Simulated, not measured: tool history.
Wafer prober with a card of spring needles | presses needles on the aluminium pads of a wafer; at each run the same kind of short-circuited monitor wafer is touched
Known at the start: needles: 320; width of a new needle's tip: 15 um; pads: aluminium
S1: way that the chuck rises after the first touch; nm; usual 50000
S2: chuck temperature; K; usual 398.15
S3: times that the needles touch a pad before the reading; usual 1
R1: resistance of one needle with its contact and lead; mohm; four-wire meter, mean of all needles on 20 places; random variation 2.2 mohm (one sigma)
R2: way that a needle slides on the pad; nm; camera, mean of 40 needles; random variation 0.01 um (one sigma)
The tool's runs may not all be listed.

run	hour	S1	S2	S3	R1	R2
1	0	50000	398.15	1	240	6080
# hour 28.4: tips cleaned on abrasive film
2	31.5	50000	398.15	1	241	6080
# hour 61.4: tips cleaned on abrasive film
3	80.7	50000	398.15	1	239	6100
# hour 92: tips cleaned on abrasive film
# hour 121.8: tips cleaned on abrasive film
4	131	50000	398.15	1	240	6080
# hour 151.7: tips cleaned on abrasive film
5	176.8	50000	398.15	1	243	6110
# hour 181.5: tips cleaned on abrasive film
# hour 200.1: height of the first contact set anew
6	200.1	50000	398.15	1	245	6120
# hour 212.2: tips cleaned on abrasive film
# hour 243.1: tips cleaned on abrasive film
7	256.3	51000	398.15	1	238	6230
# hour 276.4: tips cleaned on abrasive film
8	280.8	50000	325.15	1	226	6120
# hour 306.4: tips cleaned on abrasive film
9	322.8	50000	398.15	1	241	6130
# hour 336: tips cleaned on abrasive film
# hour 366.2: tips cleaned on abrasive film
10	375.1	32000	398.15	1	246	3930
# hour 396.1: tips cleaned on abrasive film
11	421.6	32000	398.15	1	250	3910
# hour 425.1: tips cleaned on abrasive film
# hour 457.2: tips cleaned on abrasive film
12	475.8	50000	398.15	1	237	6140
# hour 488.3: tips cleaned on abrasive film
# hour 518.9: tips cleaned on abrasive film
13	518.9	50000	398.15	1	239	6130
# hour 548.5: tips cleaned on abrasive film
14	570.4	50000	398.15	1	242	6160
# hour 578.5: tips cleaned on abrasive film
15	598.8	50000	398.15	1	242	6160
# hour 605.4: height of the first contact set anew
# hour 610.4: tips cleaned on abrasive film
# hour 639.4: tips cleaned on abrasive film
16	640.8	50000	322.15	1	225	6170
# hour 669.2: tips cleaned on abrasive film
17	669.2	45000	299.15	3	219	5550
# hour 700.6: tips cleaned on abrasive film
18	701.8	45000	299.15	3	219	5560
# hour 730.4: tips cleaned on abrasive film
19	743.6	45000	299.15	3	215	5570
# hour 762: tips cleaned on abrasive film
20	771.5	49000	347.15	3	226	6040
# hour 793.1: tips cleaned on abrasive film
# hour 822: tips cleaned on abrasive film
21	825.6	69000	308.15	2	217	8560
# hour 851.7: tips cleaned on abrasive film
22	878.3	69000	308.15	2	218	8540
# hour 883.2: tips cleaned on abrasive film
23	903.3	42000	387.15	1	241	5210
# hour 914.4: tips cleaned on abrasive film
24	942	42000	387.15	1	239	5210
# hour 946.5: tips cleaned on abrasive film
# hour 977.5: tips cleaned on abrasive film
25	987.7	42000	312.15	1	225	5210
# hour 1007.4: tips cleaned on abrasive film
# hour 1012.5: height of the first contact set anew
# hour 1019.1: gauge calibrated
26	1027.9	32000	398.15	2	247	3900
# hour 1036.8: tips cleaned on abrasive film
27	1062	50000	398.15	2	238	6080
# hour 1069.8: tips cleaned on abrasive film
# hour 1100.6: tips cleaned on abrasive film
28	1100.6	50000	398.15	2	241	6090
# hour 1131.7: tips cleaned on abrasive film
29	1154.5	37000	310.15	2	224	4510
# hour 1161.1: tips cleaned on abrasive film
# hour 1193.7: tips cleaned on abrasive film
30	1207.1	32000	322.15	1	227	3900
# hour 1224.5: tips cleaned on abrasive film
31	1234.4	33000	344.15	2	230	4040
# hour 1255.9: tips cleaned on abrasive film
# hour 1284.3: tips cleaned on abrasive film
32	1287.6	68000	398.15	1	239	8320

Forecast each of these 3 alternatives for the next run:
# hour 1315.6: tips cleaned on abrasive film
A	1315.6	38000	360.15	2	?	?
# hour 1315.6: tips cleaned on abrasive film
B	1315.6	50000	337.15	1	?	?
# hour 1315.6: tips cleaned on abrasive film
C	1315.6	32000	302.15	2	?	?

run	R1	R2
A	236	4660
B	227	6130
C	226	3920
Without the tool's hidden state the same runs would have given:
run	R1	R2
A	235	4630
B	227	6090
C	226	3900
